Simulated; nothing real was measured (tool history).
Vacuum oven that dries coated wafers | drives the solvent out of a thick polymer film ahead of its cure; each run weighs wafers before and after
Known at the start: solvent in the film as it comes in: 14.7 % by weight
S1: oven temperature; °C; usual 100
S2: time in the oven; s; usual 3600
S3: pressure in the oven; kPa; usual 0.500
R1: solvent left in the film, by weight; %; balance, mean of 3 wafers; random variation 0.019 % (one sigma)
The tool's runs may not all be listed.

run 1 hour=0.0 | S1=100 S2=3600 S3=0.500 | R1=0.69
run 2 hour=38.7 | S1=100 S2=3600 S3=0.500 | R1=0.67
run 3 hour=106.3 | S1=100 S2=3600 S3=0.500 | R1=0.69
run 4 hour=175.9 | S1=100 S2=3600 S3=0.500 | R1=0.68
run 5 hour=222.5 | S1=100 S2=3600 S3=0.500 | R1=0.69
run 6 hour=292.9 | S1=95 S2=3600 S3=0.500 | R1=1.09
run 7 hour=366.2 | S1=95 S2=3600 S3=0.500 | R1=1.08
run 8 hour=428.3 | S1=95 S2=3600 S3=0.500 | R1=1.09
run 9 hour=462.7 | S1=93 S2=3600 S3=0.500 | R1=1.29
run 10 hour=538.0 | S1=93 S2=3600 S3=0.500 | R1=1.32
run 11 hour=591.9 | S1=93 S2=3600 S3=0.500 | R1=1.30
run 12 hour=647.0 | S1=93 S2=3600 S3=0.500 | R1=1.28
run 13 hour=687.5 | S1=93 S2=3600 S3=0.500 | R1=1.27
run 14 hour=744.9 | S1=93 S2=3600 S3=0.500 | R1=1.33
run 15 hour=819.7 | S1=93 S2=3600 S3=0.500 | R1=1.25
run 16 hour=873.3 | S1=100 S2=3600 S3=0.500 | R1=0.70
run 17 hour=914.1 | S1=100 S2=3600 S3=0.500 | R1=0.73
run 18 hour=970.6 | S1=100 S2=3600 S3=0.500 | R1=0.65
run 19 hour=1025.1 | S1=100 S2=3600 S3=0.500 | R1=0.69
run 20 hour=1064.2 | S1=112 S2=3600 S3=1.155 | R1=0.35
run 21 hour=1114.8 | S1=101 S2=4680 S3=0.644 | R1=0.35
run 22 hour=1149.2 | S1=100 S2=3600 S3=0.797 | R1=0.77
run 23 hour=1189.1 | S1=100 S2=3600 S3=0.797 | R1=0.78
run 24 hour=1228.0 | S1=100 S2=3600 S3=0.797 | R1=0.82
run 25 hour=1270.1 | S1=97 S2=3600 S3=1.516 | R1=1.25
run 26 hour=1343.5 | S1=111 S2=2100 S3=1.506 | R1=1.15
run 27 hour=1393.3 | S1=100 S2=1980 S3=0.500 | R1=2.32
run 28 hour=1453.0 | S1=92 S2=2520 S3=0.500 | R1=2.57
run 29 hour=1512.6 | S1=112 S2=1860 S3=1.796 | R1=1.36
run 30 hour=1570.6 | S1=104 S2=2100 S3=1.596 | R1=1.91
run 31 hour=1635.2 | S1=95 S2=3600 S3=1.214 | R1=1.38
run 32 hour=1697.2 | S1=88 S2=3480 S3=1.294 | R1=2.40
run 33 hour=1733.7 | S1=88 S2=3480 S3=1.294 | R1=2.40
run 34 hour=1782.4 | S1=96 S2=3600 S3=1.243 | R1=1.27
run 35 hour=1855.4 | S1=96 S2=3600 S3=1.517 | R1=1.35
run 36 hour=1902.1 | S1=96 S2=3600 S3=1.517 | R1=1.39

Taken out of this log: 3 entries between the listed runs. Where each belongs, and how the hidden state differs across it:
Between runs 7 and 8: oven's thermocouples calibrated (hour 403.2)
  true wafer temperature over the reading, C: -0.04 -> 0
Between runs 17 and 18: vacuum gauge cleaned of residue and calibrated (hour 952.0)
  true pressure over the reading, kPa: 0.003 -> 0
Between runs 35 and 36: oven's thermocouples calibrated (hour 1895.7)
  true wafer temperature over the reading, C: -0.04 -> 0.01
